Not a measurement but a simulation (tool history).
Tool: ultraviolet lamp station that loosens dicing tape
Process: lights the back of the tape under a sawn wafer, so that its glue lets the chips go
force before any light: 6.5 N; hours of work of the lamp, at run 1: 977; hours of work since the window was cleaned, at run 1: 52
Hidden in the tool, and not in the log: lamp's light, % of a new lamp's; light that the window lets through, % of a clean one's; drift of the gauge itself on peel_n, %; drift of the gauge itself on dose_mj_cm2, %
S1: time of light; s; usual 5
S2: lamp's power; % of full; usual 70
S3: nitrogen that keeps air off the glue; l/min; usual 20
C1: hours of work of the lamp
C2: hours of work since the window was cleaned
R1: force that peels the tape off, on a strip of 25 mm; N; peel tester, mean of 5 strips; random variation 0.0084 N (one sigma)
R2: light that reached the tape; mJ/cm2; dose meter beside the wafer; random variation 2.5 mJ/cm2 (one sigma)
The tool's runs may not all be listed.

Run 1, hour 0.0: usual settings; C1 977; C2 52. Result: R1 0.691 N, R2 207 mJ/cm2.
Run 2, hour 23.5: usual settings; C1 992; C2 67. Result: R1 0.720 N, R2 207 mJ/cm2.
Run 3, hour 50.9: usual settings but S2 99 % of full; C1 1010; C2 85. Result: R1 0.385 N, R2 283 mJ/cm2.
Run 4, hour 92.8: usual settings but S2 99 % of full; C1 1036; C2 111. Result: R1 0.406 N, R2 277 mJ/cm2.
Run 5, hour 136.8: usual settings but S2 99 % of full; C1 1064; C2 139. Result: R1 0.442 N, R2 271 mJ/cm2.
Run 6, hour 178.9: usual settings; C1 1091; C2 166. Result: R1 0.912 N, R2 182 mJ/cm2.
Run 7, hour 220.7: usual settings but S1 4 s; C1 1118; C2 193. Result: R1 1.320 N, R2 144 mJ/cm2.
Run 8, hour 263.5: usual settings but S1 4 s; C1 1145; C2 220. Result: R1 1.353 N, R2 140 mJ/cm2.
Run 9, hour 287.1: usual settings but S1 4 s; C1 1160; C2 235. Result: R1 1.419 N, R2 138 mJ/cm2.
At hour 298.1: window cleaned of glue's vapour.
Run 10, hour 317.4: usual settings but S1 4 s; C1 1179; C2 12. Result: R1 1.492 N, R2 130 mJ/cm2.
Run 11, hour 362.7: usual settings but S1 4 s; C1 1207; C2 41. Result: R1 1.517 N, R2 131 mJ/cm2.
Run 12, hour 398.8: usual settings but S1 4 s; C1 1230; C2 64. Result: R1 1.621 N, R2 125 mJ/cm2.
At hour 417.0: window cleaned of glue's vapour, once more.
Run 13, hour 439.0: usual settings but S1 4 s; C1 1256; C2 14. Result: R1 1.214 N, R2 150 mJ/cm2.
Run 14, hour 469.9: usual settings but S2 75 % of full; C1 1275; C2 34. Result: R1 0.776 N, R2 203 mJ/cm2.
Run 15, hour 507.7: usual settings but S1 8 s; C1 1299; C2 58. Result: R1 0.358 N, R2 294 mJ/cm2.
Run 16, hour 526.9: usual settings but S1 7 s; C1 1311; C2 70. Result: R1 0.496 N, R2 252 mJ/cm2.
Run 17, hour 548.1: usual settings but S1 7 s; C1 1325; C2 83. Result: R1 0.479 N, R2 247 mJ/cm2.
Run 18, hour 569.9: usual settings but S1 7 s; C1 1339; C2 97. Result: R1 0.482 N, R2 244 mJ/cm2.
Run 19, hour 602.5: usual settings but S1 7 s; C1 1359; C2 118. Result: R1 0.529 N, R2 236 mJ/cm2.
Run 20, hour 631.7: usual settings but S1 7 s; C1 1378; C2 136. Result: R1 0.549 N, R2 234 mJ/cm2.
Run 21, hour 666.7: usual settings; C1 1400; C2 159. Result: R1 1.093 N, R2 164 mJ/cm2.
Run 22, hour 688.2: usual settings but S1 6 s, S2 71 % of full, S3 11 l/min; C1 1414; C2 172. Result: R1 1.018 N, R2 197 mJ/cm2.
Run 23, hour 709.4: usual settings but S2 66 % of full, S3 39 l/min; C1 1427; C2 186. Result: R1 0.988 N, R2 154 mJ/cm2.

Run 24 comes next. What will it give?
Run 24, hour 730.3: usual settings but S1 8 s, S2 71 % of full, S3 28 l/min; C1 1441; C2 199. Result: R1 ?, R2 ?.

R1: 0.409 N
R2: 255 mJ/cm2
Without the tool's hidden state the same run would have given R1 0.171 N, R2 502 mJ/cm2.
